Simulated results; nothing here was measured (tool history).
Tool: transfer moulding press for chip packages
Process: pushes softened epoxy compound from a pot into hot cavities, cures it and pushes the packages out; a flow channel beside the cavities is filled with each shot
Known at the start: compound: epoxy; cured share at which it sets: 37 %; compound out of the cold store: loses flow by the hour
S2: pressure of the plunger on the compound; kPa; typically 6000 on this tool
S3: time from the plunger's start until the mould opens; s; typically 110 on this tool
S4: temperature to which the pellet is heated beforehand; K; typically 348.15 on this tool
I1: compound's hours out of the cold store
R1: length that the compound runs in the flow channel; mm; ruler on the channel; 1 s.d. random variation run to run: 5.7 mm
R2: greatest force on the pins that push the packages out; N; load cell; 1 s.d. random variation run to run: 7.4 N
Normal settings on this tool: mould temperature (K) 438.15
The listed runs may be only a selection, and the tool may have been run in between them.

{"run": 1, "hour": 0.0, "mould temperature (K)": 438.15, "S2": 6000, "S3": 110, "S4": 348.15, "I1": 18, "R1": 656, "R2": 309}
{"run": 2, "hour": 37.9, "mould temperature (K)": 438.15, "S2": 6000, "S3": 110, "S4": 348.15, "I1": 24.7, "R1": 623, "R2": 314}
{"run": 3, "hour": 85.4, "mould temperature (K)": 438.15, "S2": 6000, "S3": 110, "S4": 348.15, "I1": 23.1, "R1": 629, "R2": 315}
{"run": 4, "hour": 142.7, "mould temperature (K)": 436.15, "S2": 6000, "S3": 110, "S4": 348.15, "I1": 35, "R1": 601, "R2": 337}
{"run": 5, "hour": 184.8, "mould temperature (K)": 436.15, "S2": 7350, "S3": 110, "S4": 348.15, "I1": 40.8, "R1": 633, "R2": 315}
{"run": 6, "hour": 229.7, "mould temperature (K)": 436.15, "S2": 7350, "S3": 110, "S4": 348.15, "I1": 47.1, "R1": 612, "R2": 318}
{"run": 7, "hour": 291.4, "mould temperature (K)": 436.15, "S2": 7350, "S3": 110, "S4": 348.15, "I1": 11, "R1": 747, "R2": 343}
{"run": 8, "hour": 360.4, "mould temperature (K)": 438.15, "S2": 6000, "S3": 110, "S4": 345.15, "I1": 35.5, "R1": 582, "R2": 309}
{"run": 9, "hour": 412.8, "mould temperature (K)": 438.15, "S2": 6000, "S3": 110, "S4": 345.15, "I1": 29.4, "R1": 610, "R2": 317}
{"run": 10, "hour": 481.4, "mould temperature (K)": 438.15, "S2": 6000, "S3": 110, "S4": 345.15, "I1": 27.2, "R1": 608, "R2": 319}
{"run": 11, "hour": 539.6, "mould temperature (K)": 438.15, "S2": 6000, "S3": 110, "S4": 348.15, "I1": 47.2, "R1": 562, "R2": 310}
{"run": 12, "hour": 588.3, "mould temperature (K)": 438.15, "S2": 6000, "S3": 108, "S4": 348.15, "I1": 43.9, "R1": 565, "R2": 315}
{"run": 13, "hour": 639.1, "mould temperature (K)": 438.15, "S2": 6000, "S3": 108, "S4": 348.15, "I1": 11.5, "R1": 670, "R2": 314}
{"run": 14, "hour": 676.7, "mould temperature (K)": 438.15, "S2": 6000, "S3": 108, "S4": 348.15, "I1": 21.5, "R1": 629, "R2": 311}
{"run": 15, "hour": 724.6, "mould temperature (K)": 438.15, "S2": 5220, "S3": 122, "S4": 344.15, "I1": 27.8, "R1": 565, "R2": 305}
{"run": 16, "hour": 783.1, "mould temperature (K)": 438.15, "S2": 5220, "S3": 122, "S4": 344.15, "I1": 23.9, "R1": 576, "R2": 293}
{"run": 17, "hour": 855.7, "mould temperature (K)": 438.15, "S2": 5740, "S3": 110, "S4": 352.15, "I1": 30.5, "R1": 589, "R2": 310}
{"run": 18, "hour": 914.6, "mould temperature (K)": 436.15, "S2": 5740, "S3": 110, "S4": 358.15, "I1": 36.3, "R1": 584, "R2": 312}
{"run": 19, "hour": 974.0, "mould temperature (K)": 431.15, "S2": 5740, "S3": 110, "S4": 353.15, "I1": 13.3, "R1": 681, "R2": 448}
{"run": 20, "hour": 1020.9, "mould temperature (K)": 439.15, "S2": 6000, "S3": 110, "S4": 352.15, "I1": 19.4, "R1": 644, "R2": 306}
{"run": 21, "hour": 1083.4, "mould temperature (K)": 439.15, "S2": 6000, "S3": 110, "S4": 352.15, "I1": 38.9, "R1": 567, "R2": 312}
{"run": 22, "hour": 1134.9, "mould temperature (K)": 443.15, "S2": 6000, "S3": 122, "S4": 348.15, "I1": 44.3, "R1": 542, "R2": 292}
{"run": 23, "hour": 1209.6, "mould temperature (K)": 443.15, "S2": 6000, "S3": 122, "S4": 348.15, "I1": 33.8, "R1": 569, "R2": 300}
{"run": 24, "hour": 1249.2, "mould temperature (K)": 434.15, "S2": 6000, "S3": 92, "S4": 356.15, "I1": 20.9, "R1": 656, "R2": 463}
{"run": 25, "hour": 1292.9, "mould temperature (K)": 437.15, "S2": 6000, "S3": 111, "S4": 348.15, "I1": 18.5, "R1": 648, "R2": 316}

Removed from this log: 33 entries logged between the listed runs. Between which two listed runs does each belong, and how does the tool's hidden state at the listed run before it compare with that at the listed run after it?
Logged between run 1 and run 2: cavities cleaned with cleaning compound and waxed (hour 12.7)
  pressure that reaches the compound, % of what is set: 99.84 -> 99.82; grip of the stained cavities, % over clean ones': 0.6 -> 0.4
Logged between run 2 and run 3: cavities cleaned with cleaning compound and waxed (hour 55.7); plunger's sealing rings changed (hour 78.2)
  pressure that reaches the compound, % of what is set: 99.82 -> 99.99; grip of the stained cavities, % over clean ones': 0.4 -> 0.5
Logged between run 3 and run 4: cavities cleaned with cleaning compound and waxed (hour 102)
  pressure that reaches the compound, % of what is set: 99.99 -> 99.97; grip of the stained cavities, % over clean ones': 0.5 -> 0.7
Logged between run 4 and run 5: cavities cleaned with cleaning compound and waxed (hour 150.9)
  pressure that reaches the compound, % of what is set: 99.97 -> 99.95; grip of the stained cavities, % over clean ones': 0.7 -> 0.5
Logged between run 5 and run 6: cavities cleaned with cleaning compound and waxed (hour 197.9)
  pressure that reaches the compound, % of what is set: 99.95 -> 99.93
Logged between run 6 and run 7: cavities cleaned with cleaning compound and waxed (hour 243.2); cavities cleaned with cleaning compound and waxed (hour 290.7)
  pressure that reaches the compound, % of what is set: 99.93 -> 99.9; grip of the stained cavities, % over clean ones': 0.5 -> 0
Logged between run 7 and run 8: cavities cleaned with cleaning compound and waxed (hour 337.7)
  pressure that reaches the compound, % of what is set: 99.9 -> 99.87; grip of the stained cavities, % over clean ones': 0 -> 0.4
Logged between run 8 and run 9: cavities cleaned with cleaning compound and waxed (hour 385.3); mould's thermocouples calibrated (hour 394.1)
  true mould temperature over the reading, C: -0.01 -> 0; pressure that reaches the compound, % of what is set: 99.87 -> 99.84; grip of the stained cavities, % over clean ones': 0.4 -> 0.5
Logged between run 9 and run 10: cavities cleaned with cleaning compound and waxed (hour 433.3); cavities cleaned with cleaning compound and waxed (hour 478.5)
  pressure that reaches the compound, % of what is set: 99.84 -> 99.82; grip of the stained cavities, % over clean ones': 0.5 -> 0.1
Logged between run 10 and run 11: plunger's sealing rings changed (hour 492.4); cavities cleaned with cleaning compound and waxed (hour 527.9)
  pressure that reaches the compound, % of what is set: 99.82 -> 99.97; grip of the stained cavities, % over clean ones': 0.1 -> 0.3
Logged between run 11 and run 12: cavities cleaned with cleaning compound and waxed (hour 571)
  pressure that reaches the compound, % of what is set: 99.97 -> 99.95; grip of the stained cavities, % over clean ones': 0.3 -> 0.4
Logged between run 12 and run 13: cavities cleaned with cleaning compound and waxed (hour 616.6)
  pressure that reaches the compound, % of what is set: 99.95 -> 99.93
Logged between run 13 and run 14: cavities cleaned with cleaning compound and waxed (hour 665.3)
  pressure that reaches the compound, % of what is set: 99.93 -> 99.91; grip of the stained cavities, % over clean ones': 0.4 -> 0.2
Logged between run 14 and run 15: cavities cleaned with cleaning compound and waxed (hour 711.9)
  pressure that reaches the compound, % of what is set: 99.91 -> 99.89; grip of the stained cavities, % over clean ones': 0.2 -> 0.3
Logged between run 15 and run 16: cavities cleaned with cleaning compound and waxed (hour 757.9)
  pressure that reaches the compound, % of what is set: 99.89 -> 99.86; grip of the stained cavities, % over clean ones': 0.3 -> 0.5
Logged between run 16 and run 17: cavities cleaned with cleaning compound and waxed (hour 805.1); cavities cleaned with cleaning compound and waxed (hour 850.3)
  true mould temperature over the reading, C: 0 -> -0.01; pressure that reaches the compound, % of what is set: 99.86 -> 99.83; grip of the stained cavities, % over clean ones': 0.5 -> 0.1
Logged between run 17 and run 18: cavities cleaned with cleaning compound and waxed (hour 895); plunger's sealing rings changed (hour 905.7)
  pressure that reaches the compound, % of what is set: 99.83 -> 99.99; grip of the stained cavities, % over clean ones': 0.1 -> 0.4
Logged between run 18 and run 19: cavities cleaned with cleaning compound and waxed (hour 942.6)
  pressure that reaches the compound, % of what is set: 99.99 -> 99.97; grip of the stained cavities, % over clean ones': 0.4 -> 0.5
Logged between run 19 and run 20: cavities cleaned with cleaning compound and waxed (hour 988.4)
  pressure that reaches the compound, % of what is set: 99.97 -> 99.95
Logged between run 20 and run 21: cavities cleaned with cleaning compound and waxed (hour 1034.8); cavities cleaned with cleaning compound and waxed (hour 1079)
  pressure that reaches the compound, % of what is set: 99.95 -> 99.92; grip of the stained cavities, % over clean ones': 0.5 -> 0.1
Logged between run 21 and run 22: cavities cleaned with cleaning compound and waxed (hour 1127.6)
  pressure that reaches the compound, % of what is set: 99.92 -> 99.9; grip of the stained cavities, % over clean ones': 0.1 -> 0.2
Logged between run 22 and run 23: cavities cleaned with cleaning compound and waxed (hour 1170.6); mould's thermocouples calibrated (hour 1197.6)
  true mould temperature over the reading, C: -0.01 -> 0; pressure that reaches the compound, % of what is set: 99.9 -> 99.86; grip of the stained cavities, % over clean ones': 0.2 -> 0.6
Logged between run 23 and run 24: cavities cleaned with cleaning compound and waxed (hour 1217.3)
  pressure that reaches the compound, % of what is set: 99.86 -> 99.84
Logged between run 24 and run 25: cavities cleaned with cleaning compound and waxed (hour 1264.2)
  pressure that reaches the compound, % of what is set: 99.84 -> 99.82; grip of the stained cavities, % over clean ones': 0.6 -> 0.5

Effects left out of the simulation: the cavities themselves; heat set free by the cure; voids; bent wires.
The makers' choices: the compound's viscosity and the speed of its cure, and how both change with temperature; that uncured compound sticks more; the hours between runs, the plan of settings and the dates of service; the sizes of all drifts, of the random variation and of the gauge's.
